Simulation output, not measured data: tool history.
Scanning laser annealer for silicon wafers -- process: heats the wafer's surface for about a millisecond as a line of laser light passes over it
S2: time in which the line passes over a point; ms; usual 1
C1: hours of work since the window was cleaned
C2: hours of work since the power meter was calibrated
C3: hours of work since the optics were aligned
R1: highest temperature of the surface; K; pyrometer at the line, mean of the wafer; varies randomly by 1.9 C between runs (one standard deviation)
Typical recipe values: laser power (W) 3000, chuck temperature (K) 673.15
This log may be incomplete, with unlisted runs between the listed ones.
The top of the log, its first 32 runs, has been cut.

{"run": 33, "hour": 336.1, "laser power (W)": 2885, "S2": 1.22, "chuck temperature (K)": 673.15, "C1": 37, "C2": 502, "C3": 1915, "R1": 1455.15}
{"run": 34, "hour": 343.3, "laser power (W)": 2710, "S2": 0.74, "chuck temperature (K)": 664.15, "C1": 41, "C2": 506, "C3": 1919, "R1": 1215.15}
{"hour": 355.6, "done": "optics aligned, line set to its width"}
{"run": 35, "hour": 358.2, "laser power (W)": 2710, "S2": 0.74, "chuck temperature (K)": 664.15, "C1": 47, "C2": 512, "C3": 2, "R1": 1227.15}
{"run": 36, "hour": 369.2, "laser power (W)": 2710, "S2": 0.74, "chuck temperature (K)": 664.15, "C1": 54, "C2": 519, "C3": 8, "R1": 1227.15}
{"run": 37, "hour": 380.0, "laser power (W)": 2710, "S2": 0.74, "chuck temperature (K)": 664.15, "C1": 60, "C2": 525, "C3": 15, "R1": 1229.15}
{"run": 38, "hour": 386.7, "laser power (W)": 2731, "S2": 0.92, "chuck temperature (K)": 673.15, "C1": 64, "C2": 529, "C3": 19, "R1": 1313.15}
{"run": 39, "hour": 399.1, "laser power (W)": 3000, "S2": 1, "chuck temperature (K)": 655.15, "C1": 72, "C2": 536, "C3": 26, "R1": 1409.15}
{"run": 40, "hour": 413.0, "laser power (W)": 3000, "S2": 1, "chuck temperature (K)": 655.15, "C1": 80, "C2": 545, "C3": 34, "R1": 1409.15}
{"run": 41, "hour": 420.9, "laser power (W)": 3000, "S2": 1, "chuck temperature (K)": 655.15, "C1": 85, "C2": 550, "C3": 39, "R1": 1411.15}
{"run": 42, "hour": 427.6, "laser power (W)": 2718, "S2": 1, "chuck temperature (K)": 673.15, "C1": 89, "C2": 554, "C3": 43, "R1": 1332.15}

3 ways to go on from here, each from the tool as it stands after run 42. What would each give?
{"run": "A", "hour": 435.8, "laser power (W)": 3244, "S2": 1, "chuck temperature (K)": 673.15, "C1": 94, "C2": 559, "C3": 48, "R1": "?"}
{"run": "B", "hour": 435.8, "laser power (W)": 2752, "S2": 1, "chuck temperature (K)": 673.15, "C1": 94, "C2": 559, "C3": 48, "R1": "?"}
{"run": "C", "hour": 435.8, "laser power (W)": 3006, "S2": 1, "chuck temperature (K)": 673.15, "C1": 94, "C2": 559, "C3": 48, "R1": "?"}

run=A R1=1512.15
run=B R1=1348.15
run=C R1=1430.15
The same runs, with their run-to-run variation unchanged, on a tool lacking any hidden condition would have given:
run=A R1=1524.15
run=B R1=1358.15
run=C R1=1440.15
